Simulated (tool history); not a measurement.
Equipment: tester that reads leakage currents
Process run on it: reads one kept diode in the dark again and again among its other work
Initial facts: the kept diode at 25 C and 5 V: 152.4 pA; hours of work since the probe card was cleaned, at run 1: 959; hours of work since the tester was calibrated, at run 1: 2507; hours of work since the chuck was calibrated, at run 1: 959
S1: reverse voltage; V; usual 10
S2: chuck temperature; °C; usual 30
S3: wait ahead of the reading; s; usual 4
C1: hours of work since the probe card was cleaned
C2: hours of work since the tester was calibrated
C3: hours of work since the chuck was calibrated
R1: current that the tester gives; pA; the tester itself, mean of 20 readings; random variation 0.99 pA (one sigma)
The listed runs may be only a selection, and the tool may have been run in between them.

run    hour    S1  S2    S3    C1    C2   C3       R1
  1       0    10  30     4   959  2507  959   294.56
       84.8  -- chuck's temperature calibrated
  2   230.9    10  30  2.62  1131  2679  110   332.82
  3   412.7    10  22  2.62  1268  2816  247   159.58
  4   528.6    10  22  2.62  1355  2903  334   157.67
  5   772.5    10  30     4  1538  3086  517    314.1
      793.6  -- probe card cleaned and baked
  6   943.9   7.9  48     4   113  3213  644  1286.02
  7  1060.4  10.9  48  7.44   201  3301  731   1460.5
  8  1244.7  10.9  48  7.44   339  3439  870  1442.17
     1452.1  -- chuck's temperature calibrated
  9  1468.2    10  29   5.6   506  3606   12   317.16
     1508.8  -- probe card cleaned and baked, once more
 10    1676   2.8  30  1.88   126  3760  166   179.62

Hidden state at the last listed run before each entry between runs and at the first one after, where it differs:
After run 1, before run 2: chuck's temperature calibrated (hour 84.8)
  stray current of the dirty probe card, pA a volt: 0.943 -> 1.089; current scale over the true one, %: -0.33 -> -0.36; true chuck temperature over the reading, C: -1.54 -> -0.28
  the result without the hidden state subtracted from the measured one, R1: -35.43 -> +1 pA
After run 5, before run 6: probe card cleaned and baked (hour 793.6)
  stray current of the dirty probe card, pA a volt: 1.46 -> 1.919; current scale over the true one, %: -0.44 -> -0.46; true chuck temperature over the reading, C: -0.98 -> -1.21
  the result without the hidden state subtracted from the measured one, R1: -15.3 -> -124.28 pA
After run 8, before run 9: chuck's temperature calibrated (hour 1452.1)
  stray current of the dirty probe card, pA a volt: 2.128 -> 2.288; current scale over the true one, %: -0.51 -> -0.54; true chuck temperature over the reading, C: -1.62 -> -0.2
  the result without the hidden state subtracted from the measured one, R1: -187.45 -> +15.57 pA
After run 9, before run 10: probe card cleaned and baked, once more (hour 1508.8)
  stray current of the dirty probe card, pA a volt: 2.288 -> 0.138; current scale over the true one, %: -0.54 -> -0.58; true chuck temperature over the reading, C: -0.2 -> -0.47
  the result without the hidden state subtracted from the measured one, R1: +15.57 -> -8.67 pA
